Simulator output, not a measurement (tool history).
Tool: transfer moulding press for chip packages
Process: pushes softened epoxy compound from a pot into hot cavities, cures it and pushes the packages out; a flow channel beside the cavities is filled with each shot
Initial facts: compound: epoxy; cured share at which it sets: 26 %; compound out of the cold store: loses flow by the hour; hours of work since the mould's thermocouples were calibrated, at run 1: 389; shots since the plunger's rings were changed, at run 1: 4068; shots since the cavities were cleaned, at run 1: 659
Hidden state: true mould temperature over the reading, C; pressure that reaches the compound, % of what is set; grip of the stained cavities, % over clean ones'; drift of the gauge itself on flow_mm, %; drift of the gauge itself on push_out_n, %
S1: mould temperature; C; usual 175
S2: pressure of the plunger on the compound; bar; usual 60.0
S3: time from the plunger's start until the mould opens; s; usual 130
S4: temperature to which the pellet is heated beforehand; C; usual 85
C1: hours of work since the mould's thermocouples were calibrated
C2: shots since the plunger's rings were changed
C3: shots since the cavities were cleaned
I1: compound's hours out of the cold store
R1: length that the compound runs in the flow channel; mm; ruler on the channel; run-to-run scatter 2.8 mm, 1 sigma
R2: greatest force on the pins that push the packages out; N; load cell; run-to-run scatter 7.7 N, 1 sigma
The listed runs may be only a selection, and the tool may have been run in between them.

run	hour	S1	S2	S3	S4	C1	C2	C3	I1	R1	R2
1	0.0	175	60.0	130	85	389	4068	659	34.3	517	552
2	14.9	175	60.0	130	85	399	4213	804	45.3	474	594
3	23.5	175	60.0	130	85	405	4297	888	32.3	520	624
4	37.5	175	60.0	130	85	415	4432	1023	28.1	538	632
# hour 48.0: cavities cleaned with cleaning compound and waxed
5	52.9	175	60.0	130	85	424	4568	47	27.5	538	681
6	68.2	175	60.0	130	85	435	4717	196	13.1	594	704
7	80.8	175	60.0	130	92	443	4839	318	10.1	613	717
# hour 84.9: plunger's sealing rings changed
8	93.3	175	60.0	130	92	450	81	415	15.6	620	668
9	104.0	175	60.0	130	83	458	185	519	22.5	585	679
# hour 116.8: cavities cleaned with cleaning compound and waxed, once more
10	126.1	175	60.0	130	83	472	386	91	32.7	542	366
11	142.8	175	60.0	164	83	483	548	253	15.4	622	401
12	161.8	180	60.0	129	81	496	732	437	24.4	559	450
13	180.8	175	56.5	130	93	509	918	623	37.4	502	554
14	195.8	175	56.5	130	93	519	1063	768	8.6	624	603
15	204.4	175	56.5	130	93	525	1147	852	15.3	591	617
16	214.6	175	58.3	148	94	532	1246	951	9.0	636	566
17	224.1	175	60.0	130	85	539	1338	1043	30.9	544	615
# hour 232.6: cavities cleaned with cleaning compound and waxed
18	238.1	183	72.9	130	78	547	1460	53	17.7	634	297
19	255.0	183	72.9	130	78	559	1625	218	36.5	556	385
20	266.1	183	72.9	121	88	566	1733	326	44.3	524	415

Here are 4 independent what-if runs from the current tool condition. What would each one return?
A	276.9	175	56.4	130	85	574	1838	431	43.3	?	?
B	276.9	181	72.9	163	87	574	1838	431	28.3	?	?
C	276.9	175	60.0	130	81	574	1838	431	14.8	?	?
D	276.9	175	60.0	130	85	574	1838	431	24.0	?	?

run	R1	R2
A	476	501
B	590	428
C	608	539
D	564	542
Without the tool's unlogged condition, the same runs would have read:
run	R1	R2
A	488	315
B	605	253
C	623	341
D	578	342
